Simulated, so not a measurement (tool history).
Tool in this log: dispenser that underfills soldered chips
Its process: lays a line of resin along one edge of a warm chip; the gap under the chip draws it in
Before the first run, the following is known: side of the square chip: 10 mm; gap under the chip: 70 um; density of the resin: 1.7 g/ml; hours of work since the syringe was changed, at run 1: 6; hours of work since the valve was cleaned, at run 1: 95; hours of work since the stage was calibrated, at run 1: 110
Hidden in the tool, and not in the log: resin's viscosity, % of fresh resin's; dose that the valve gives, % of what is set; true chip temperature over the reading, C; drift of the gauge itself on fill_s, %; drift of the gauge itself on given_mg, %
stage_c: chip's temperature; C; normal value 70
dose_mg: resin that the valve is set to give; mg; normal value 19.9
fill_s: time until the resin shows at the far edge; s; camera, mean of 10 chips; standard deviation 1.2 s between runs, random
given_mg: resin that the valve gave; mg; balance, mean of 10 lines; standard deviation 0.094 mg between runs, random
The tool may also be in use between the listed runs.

run,hour,stage_c,dose_mg,hours of work since the syringe was changed,hours of work since the valve was cleaned,hours of work since the stage was calibrated,fill_s,given_mg
1,0,70,19.9,6,95,110,207.4,18.1
# hour 3.4: new syringe of resin
2,4,70,19.9,0,98,113,128.2,18.12
3,6.6,70,19.9,2,100,115,157,17.98
4,9.4,70,19.9,5,102,117,189.9,18.02
5,12.7,70,19.9,7,105,119,237.3,17.91
# hour 14.4: new syringe of resin
6,15.7,79,19.9,1,107,122,101.1,18.08
7,21.5,79,19.9,6,111,126,147.6,17.94
# hour 25.1: new syringe of resin
8,27.4,79,19.9,2,116,130,108.2,17.76
9,30.5,79,19.9,4,118,133,132,17.59
# hour 36: new syringe of resin
10,36.5,70,19.9,0,123,137,130.5,17.6
11,42.2,70,19.9,5,127,142,188.4,17.48
12,45.4,64,17.7,7,130,144,304.3,15.7
# hour 46.8: new syringe of resin
13,49.8,80,18,2,133,147,109.6,15.9
14,55.3,72,18.2,7,137,152,211.4,15.88
# hour 57.5: new syringe of resin
# hour 61: dispensing valve cleaned and set on the balance
15,61,72,18.2,2,0,155,137,18.09
16,65,83,18.9,5,3,158,122.9,18.81
17,68.8,70,21.4,8,6,161,251.4,21.32
# hour 69.4: new syringe of resin
18,72.3,73,24.6,2,9,164,133.9,24.47
19,75.7,57,17.2,5,11,166,318.5,17.12
# hour 80.4: new syringe of resin
20,81.5,57,17.2,1,16,171,227.7,16.94
21,86,68,18.5,4,19,174,201.3,18.02
# hour 91.3: new syringe of resin
22,91.6,66,25.8,0,23,179,147.1,25

Alternative continuations, all from the tool just after run 22; predict every row:
A,94.6,81,20.9,3,26,181,?,?
B,94.6,73,25.8,3,26,181,?,?
C,94.6,82,25.8,3,26,181,?,?
D,94.6,70,24.2,3,26,181,?,?

run,fill_s,given_mg
A,107.5,20.18
B,137.3,25.23
C,100.9,25.17
D,155.9,23.65
Had the tool no hidden state, the same runs would have come out as:
run,fill_s,given_mg
A,82.5,20.76
B,105.3,25.95
C,77.7,25.89
D,119.5,24.33

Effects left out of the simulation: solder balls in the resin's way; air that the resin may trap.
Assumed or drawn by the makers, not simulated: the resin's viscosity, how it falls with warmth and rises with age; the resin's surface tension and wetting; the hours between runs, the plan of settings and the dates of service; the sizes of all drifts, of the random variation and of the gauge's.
